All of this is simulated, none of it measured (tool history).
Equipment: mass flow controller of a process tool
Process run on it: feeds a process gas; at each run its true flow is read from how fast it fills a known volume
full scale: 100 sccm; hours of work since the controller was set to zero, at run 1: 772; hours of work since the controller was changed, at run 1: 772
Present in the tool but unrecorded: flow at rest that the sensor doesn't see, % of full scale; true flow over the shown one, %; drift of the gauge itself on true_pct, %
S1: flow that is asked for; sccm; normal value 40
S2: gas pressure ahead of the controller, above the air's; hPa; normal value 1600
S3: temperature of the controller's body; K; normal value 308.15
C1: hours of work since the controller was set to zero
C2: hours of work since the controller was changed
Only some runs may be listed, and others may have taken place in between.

run 1 hour=0.0 | S1=40 S2=1600 S3=308.15 | C1=772 C2=772 | true_flow_(%)=98.55
run 2 hour=135.6 | S1=44 S2=1600 S3=308.15 | C1=871 C2=871 | true_flow_(%)=98.67
run 3 hour=232.0 | S1=40 S2=1600 S3=304.15 | C1=942 C2=942 | true_flow_(%)=98.30
run 4 hour=315.9 | S1=40 S2=1600 S3=307.15 | C1=1003 C2=1003 | true_flow_(%)=98.49
run 5 hour=427.1 | S1=40 S2=1600 S3=307.15 | C1=1084 C2=1084 | true_flow_(%)=98.36
run 6 hour=536.4 | S1=40 S2=1600 S3=307.15 | C1=1164 C2=1164 | true_flow_(%)=98.36
run 7 hour=606.5 | S1=40 S2=1600 S3=307.15 | C1=1215 C2=1215 | true_flow_(%)=98.27
run 8 hour=710.4 | S1=52 S2=1600 S3=307.15 | C1=1291 C2=1291 | true_flow_(%)=98.33
run 9 hour=837.8 | S1=40 S2=2760 S3=308.15 | C1=1384 C2=1384 | true_flow_(%)=98.72
run 10 hour=962.1 | S1=40 S2=2760 S3=308.15 | C1=1475 C2=1475 | true_flow_(%)=98.79
run 11 hour=1056.2 | S1=40 S2=2760 S3=308.15 | C1=1543 C2=1543 | true_flow_(%)=98.66
run 12 hour=1184.8 | S1=40 S2=1600 S3=308.15 | C1=1637 C2=1637 | true_flow_(%)=97.86
run 13 hour=1261.5 | S1=40 S2=1600 S3=308.15 | C1=1693 C2=1693 | true_flow_(%)=97.93
run 14 hour=1334.7 | S1=40 S2=1600 S3=308.15 | C1=1747 C2=1747 | true_flow_(%)=97.93
run 15 hour=1421.2 | S1=40 S2=1600 S3=308.15 | C1=1810 C2=1810 | true_flow_(%)=97.82
run 16 hour=1547.3 | S1=40 S2=1600 S3=308.15 | C1=1902 C2=1902 | true_flow_(%)=97.72
run 17 hour=1650.0 | S1=40 S2=1600 S3=308.15 | C1=1977 C2=1977 | true_flow_(%)=97.67
run 18 hour=1727.9 | S1=40 S2=1730 S3=308.15 | C1=2034 C2=2034 | true_flow_(%)=97.81
run 19 hour=1829.0 | S1=59 S2=2560 S3=308.15 | C1=2107 C2=2107 | true_flow_(%)=98.59
run 20 hour=1962.2 | S1=59 S2=2000 S3=294.15 | C1=2205 C2=2205 | true_flow_(%)=97.88
run 21 hour=2035.1 | S1=59 S2=2000 S3=294.15 | C1=2258 C2=2258 | true_flow_(%)=97.91
run 22 hour=2150.0 | S1=38 S2=1600 S3=294.15 | C1=2342 C2=2342 | true_flow_(%)=97.07
run 23 hour=2213.2 | S1=38 S2=1600 S3=294.15 | C1=2388 C2=2388 | true_flow_(%)=97.19
run 24 hour=2274.1 | S1=38 S2=1600 S3=294.15 | C1=2432 C2=2432 | true_flow_(%)=97.02
run 25 hour=2383.0 | S1=62 S2=2410 S3=311.15 | C1=2512 C2=2512 | true_flow_(%)=98.43
run 26 hour=2482.8 | S1=27 S2=2410 S3=309.15 | C1=2585 C2=2585 | true_flow_(%)=97.45
run 27 hour=2610.5 | S1=23 S2=1780 S3=309.15 | C1=2678 C2=2678 | true_flow_(%)=96.94
run 28 hour=2682.5 | S1=16 S2=2530 S3=299.15 | C1=2731 C2=2731 | true_flow_(%)=97.12
run 29 hour=2796.0 | S1=16 S2=2530 S3=299.15 | C1=2813 C2=2813 | true_flow_(%)=96.87
run 30 hour=2917.6 | S1=27 S2=1910 S3=303.15 | C1=2902 C2=2902 | true_flow_(%)=96.76

Predict each of these 3 candidate next runs independently; none follows another, all start after run 30:
run A hour=3048.7 | S1=33 S2=1400 S3=300.15 | C1=2998 C2=2998 | true_flow_(%)=?
run B hour=3048.7 | S1=11 S2=2470 S3=304.15 | C1=2998 C2=2998 | true_flow_(%)=?
run C hour=3048.7 | S1=57 S2=1410 S3=300.15 | C1=2998 C2=2998 | true_flow_(%)=?

run=A true_flow_(%)=96.61
run=B true_flow_(%)=96.81
run=C true_flow_(%)=97.30
With the hidden condition removed and each run's random variation left untouched, the same runs would have given:
run=A true_flow_(%)=98.11
run=B true_flow_(%)=98.33
run=C true_flow_(%)=98.80

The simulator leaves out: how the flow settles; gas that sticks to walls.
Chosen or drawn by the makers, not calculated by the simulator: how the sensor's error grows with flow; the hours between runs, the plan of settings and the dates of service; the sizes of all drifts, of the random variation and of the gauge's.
